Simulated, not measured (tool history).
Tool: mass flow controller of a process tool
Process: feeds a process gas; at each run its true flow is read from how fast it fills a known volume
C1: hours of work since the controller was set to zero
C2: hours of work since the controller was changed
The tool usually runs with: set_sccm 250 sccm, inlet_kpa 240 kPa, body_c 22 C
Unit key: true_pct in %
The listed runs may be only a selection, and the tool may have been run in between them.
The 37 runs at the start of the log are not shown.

Run 38, hour 10455.6: usual settings but inlet_kpa 278 kPa, body_c 27 C; C1 6534; C2 6534. Result: true_pct 99.73 %.
Run 39, hour 10782.5: usual settings but inlet_kpa 278 kPa, body_c 27 C; C1 6671; C2 6671. Result: true_pct 99.69 %.
Run 40, hour 11038.5: usual settings but set_sccm 132 sccm, inlet_kpa 140 kPa, body_c 34 C; C1 6778; C2 6778. Result: true_pct 101.91 %.
At hour 11133.1: controller's zero set anew.
Run 41, hour 11411.8: usual settings but set_sccm 82 sccm, body_c 21 C; C1 117; C2 6934. Result: true_pct 97.44 %.
Run 42, hour 11809.7: usual settings but set_sccm 82 sccm, body_c 21 C; C1 283; C2 7100. Result: true_pct 97.61 %.
Run 43, hour 12207.3: usual settings but set_sccm 411 sccm, inlet_kpa 181 kPa, body_c 21 C; C1 449; C2 7267. Result: true_pct 98.80 %.
Run 44, hour 12445.1: usual settings but inlet_kpa 183 kPa, body_c 34 C; C1 549; C2 7366. Result: true_pct 98.85 %.
Run 45, hour 12614.5: usual settings but inlet_kpa 183 kPa, body_c 34 C; C1 620; C2 7437. Result: true_pct 98.87 %.
Run 46, hour 12921.2: usual settings but set_sccm 211 sccm, inlet_kpa 183 kPa, body_c 34 C; C1 748; C2 7566. Result: true_pct 98.80 %.
Run 47, hour 13212.2: usual settings but set_sccm 211 sccm, inlet_kpa 183 kPa, body_c 34 C; C1 870; C2 7687. Result: true_pct 98.89 %.

Here are 3 independent what-if runs from the current tool condition. What would each one return?
Run A, hour 13510.7: usual settings but set_sccm 220 sccm, inlet_kpa 143 kPa, body_c 29 C; C1 995; C2 7812. Result: true_pct ?.
Run B, hour 13510.7: usual settings but set_sccm 211 sccm, inlet_kpa 196 kPa, body_c 38 C; C1 995; C2 7812. Result: true_pct ?.
Run C, hour 13510.7: usual settings but inlet_kpa 143 kPa; C1 995; C2 7812. Result: true_pct ?.

run  true_pct
  A     98.75
  B     98.96
  C     98.55
With the hidden condition removed and each run's random variation left untouched, the same runs would have given:
run  true_pct
  A     99.27
  B     99.45
  C     99.11
